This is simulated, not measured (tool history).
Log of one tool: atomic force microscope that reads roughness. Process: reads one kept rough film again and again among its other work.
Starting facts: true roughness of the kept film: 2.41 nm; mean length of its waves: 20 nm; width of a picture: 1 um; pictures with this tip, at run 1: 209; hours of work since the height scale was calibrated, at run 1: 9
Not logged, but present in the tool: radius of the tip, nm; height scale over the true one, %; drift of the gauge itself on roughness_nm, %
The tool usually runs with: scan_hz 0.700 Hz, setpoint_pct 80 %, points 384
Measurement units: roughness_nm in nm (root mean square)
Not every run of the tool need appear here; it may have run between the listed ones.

| run | hour | scan_hz | setpoint_pct | points | pictures with this tip | hours of work since the height scale was calibrated | roughness_nm |
|---|---|---|---|---|---|---|---|
| 1 | 0.0 | 0.700 | 80 | 384 | 209 | 9 | 1.447 |
|  | 7.7 | new tip fitted |
| 2 | 12.9 | 0.700 | 80 | 400 | 11 | 19 | 1.842 |
| 3 | 23.6 | 0.700 | 80 | 384 | 33 | 27 | 1.781 |
| 4 | 36.2 | 0.700 | 80 | 384 | 59 | 37 | 1.732 |
| 5 | 51.3 | 0.700 | 80 | 384 | 90 | 49 | 1.656 |
| 6 | 66.8 | 3.323 | 80 | 384 | 122 | 61 | 1.268 |
| 7 | 79.4 | 1.617 | 71 | 845 | 148 | 70 | 1.498 |
| 8 | 96.9 | 1.617 | 71 | 845 | 184 | 84 | 1.441 |
| 9 | 106.3 | 2.497 | 58 | 384 | 204 | 91 | 1.417 |
|  | 116.1 | new tip fitted |
| 10 | 127.9 | 1.119 | 61 | 900 | 24 | 108 | 1.893 |
| 11 | 148.8 | 0.881 | 68 | 289 | 68 | 124 | 1.714 |
| 12 | 165.4 | 1.843 | 88 | 521 | 102 | 137 | 1.373 |

3 options for the next run, each taken on its own from the tool as it stands now. Forecast them:
| A | 181.2 | 1.261 | 83 | 919 | 135 | 150 | ? |
| B | 181.2 | 2.115 | 81 | 333 | 135 | 150 | ? |
| C | 181.2 | 0.700 | 74 | 384 | 135 | 150 | ? |

| run | roughness_nm |
|---|---|
| A | 1.468 |
| B | 1.355 |
| C | 1.574 |
With the hidden condition removed and each run's random variation left untouched, the same runs would have given:
| run | roughness_nm |
|---|---|
| A | 1.803 |
| B | 1.664 |
| C | 1.934 |

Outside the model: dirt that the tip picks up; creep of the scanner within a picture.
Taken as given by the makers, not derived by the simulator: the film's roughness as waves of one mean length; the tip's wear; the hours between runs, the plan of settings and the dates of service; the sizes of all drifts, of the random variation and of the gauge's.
